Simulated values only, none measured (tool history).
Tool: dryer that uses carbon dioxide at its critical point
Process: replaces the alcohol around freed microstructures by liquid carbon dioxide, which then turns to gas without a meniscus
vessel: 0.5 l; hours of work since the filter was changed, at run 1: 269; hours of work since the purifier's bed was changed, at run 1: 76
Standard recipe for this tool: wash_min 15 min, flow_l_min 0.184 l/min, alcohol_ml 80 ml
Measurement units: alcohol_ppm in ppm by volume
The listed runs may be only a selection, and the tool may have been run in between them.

run   hour  wash_min  flow_l_min  alcohol_ml  hours of work since the filter was changed  hours of work since the purifier's bed was changed  alcohol_ppm
  1      0        15       0.184          80                                         269                                                  76         4487
  2   10.3        15       0.184          80                                         274                                                  81         4507
  3   19.3        15       0.184          80                                         278                                                  85         4418
        29  -- inlet filter changed
  4   33.9        15       0.213          80                                           2                                                  91         1201
  5   51.5        15       0.213          80                                          10                                                  98         1262
  6   62.4        15       0.184          80                                          15                                                 103         2456
  7   75.3        15       0.184          80                                          21                                                 109         2496
  8   92.3        15       0.184          80                                          28                                                 117         2403
  9  101.3        18       0.184          80                                          32                                                 121         1080
 10  115.8        19       0.184          80                                          39                                                 127          847
 11  127.7        15       0.164          27                                          44                                                 132         1314
 12  141.1        17       0.156          80                                          50                                                 138         2955
 13  155.3        17       0.156          80                                          56                                                 145         2978
 14  164.6        13       0.184          84                                          60                                                 149         4806
 15  179.3        15       0.208          80                                          67                                                 155         1639
 16  187.9        15       0.208          80                                          71                                                 159         1679
 17    203        15       0.208          80                                          77                                                 166         1762
 18  220.7        15       0.208          80                                          85                                                 174         1730
 19  238.3        15       0.115          40                                          93                                                 182         6301

The logged runs with the hidden state left out (each run's random variation unchanged):
Hidden state at play: flow that reaches the vessel past the clogged filter, %; alcohol in the recycled carbon dioxide, ppm; drift of the gauge itself on alcohol_ppm, %.
run  alcohol_ppm
  1         2249
  2         2237
  3         2167
  4         1167
  5         1196
  6         2321
  7         2324
  8         2193
  9          953
 10          725
 11         1164
 12         2570
 13         2548
 14         4144
 15         1321
 16         1336
 17         1377
 18         1322
 19         5349
